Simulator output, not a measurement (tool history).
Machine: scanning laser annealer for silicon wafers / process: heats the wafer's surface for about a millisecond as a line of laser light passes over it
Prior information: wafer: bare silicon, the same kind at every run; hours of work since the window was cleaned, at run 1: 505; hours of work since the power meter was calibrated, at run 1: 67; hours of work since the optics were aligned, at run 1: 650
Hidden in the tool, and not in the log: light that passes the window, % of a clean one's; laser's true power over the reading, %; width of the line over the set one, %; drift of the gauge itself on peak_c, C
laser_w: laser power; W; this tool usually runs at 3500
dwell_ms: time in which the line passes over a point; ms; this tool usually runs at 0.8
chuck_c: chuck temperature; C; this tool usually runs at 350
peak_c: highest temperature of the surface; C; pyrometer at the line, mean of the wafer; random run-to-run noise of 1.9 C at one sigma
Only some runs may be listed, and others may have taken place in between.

| run | day | laser_w | dwell_ms | chuck_c | hours of work since the window was cleaned | hours of work since the power meter was calibrated | hours of work since the optics were aligned | peak_c |
|---|---|---|---|---|---|---|---|---|
| 1 | 0 | 3500 | 0.8 | 350 | 505 | 67 | 650 | 1140 |
| 2 | 0.308 | 3500 | 0.937 | 350 | 509 | 71 | 655 | 1191 |
| 3 | 0.654 | 3500 | 0.937 | 350 | 514 | 76 | 660 | 1191 |
| 4 | 0.854 | 3500 | 0.937 | 350 | 517 | 79 | 662 | 1191 |
| 5 | 1.083 | 3500 | 0.8 | 350 | 520 | 82 | 666 | 1140 |
| 6 | 1.45 | 3500 | 0.8 | 350 | 525 | 87 | 671 | 1136 |
| 7 | 1.829 | 3500 | 0.8 | 350 | 530 | 93 | 676 | 1142 |
| 8 | 2.196 | 3500 | 0.8 | 318 | 535 | 98 | 681 | 1104 |
| 9 | 2.562 | 3500 | 0.8 | 318 | 540 | 103 | 686 | 1106 |
| 10 | 2.912 | 3500 | 0.8 | 318 | 545 | 108 | 691 | 1102 |
| 11 | 3.142 | 3500 | 0.8 | 318 | 548 | 111 | 694 | 1101 |
|  | 3.462 | window over the wafer cleaned |
| 12 | 3.638 | 3500 | 0.8 | 350 | 2 | 117 | 700 | 1158 |
| 13 | 3.946 | 3500 | 0.8 | 350 | 7 | 121 | 704 | 1156 |
| 14 | 4.158 | 3759 | 0.958 | 346 | 10 | 124 | 707 | 1303 |
| 15 | 4.483 | 3759 | 0.958 | 346 | 14 | 128 | 712 | 1301 |
| 16 | 4.696 | 3718 | 0.656 | 373 | 17 | 131 | 715 | 1180 |
| 17 | 5.088 | 3101 | 0.966 | 313 | 23 | 137 | 720 | 1052 |
| 18 | 5.312 | 3809 | 0.8 | 352 | 26 | 140 | 723 | 1257 |
| 19 | 5.492 | 3697 | 0.988 | 358 | 28 | 142 | 726 | 1304 |
| 20 | 5.904 | 3666 | 0.988 | 322 | 34 | 148 | 731 | 1257 |
| 21 | 6.271 | 3527 | 0.62 | 350 | 39 | 153 | 737 | 1084 |
| 22 | 6.521 | 3527 | 0.809 | 350 | 43 | 157 | 740 | 1166 |
| 23 | 6.738 | 3611 | 0.917 | 348 | 46 | 160 | 743 | 1236 |
| 24 | 6.983 | 3611 | 0.917 | 348 | 49 | 163 | 747 | 1238 |

Branching from run 24: 4 alternative next runs. What would each branch give?
| A | 7.212 | 3154 | 0.8 | 350 | 52 | 166 | 750 | ? |
| B | 7.212 | 3500 | 0.579 | 352 | 52 | 166 | 750 | ? |
| C | 7.212 | 3471 | 0.924 | 350 | 52 | 166 | 750 | ? |
| D | 7.212 | 3354 | 0.794 | 348 | 52 | 166 | 750 | ? |

| run | peak_c |
|---|---|
| A | 1051 |
| B | 1053 |
| C | 1191 |
| D | 1105 |
With the hidden condition removed and each run's random variation left untouched, the same runs would have given:
| run | peak_c |
|---|---|
| A | 1062 |
| B | 1064 |
| C | 1204 |
| D | 1117 |

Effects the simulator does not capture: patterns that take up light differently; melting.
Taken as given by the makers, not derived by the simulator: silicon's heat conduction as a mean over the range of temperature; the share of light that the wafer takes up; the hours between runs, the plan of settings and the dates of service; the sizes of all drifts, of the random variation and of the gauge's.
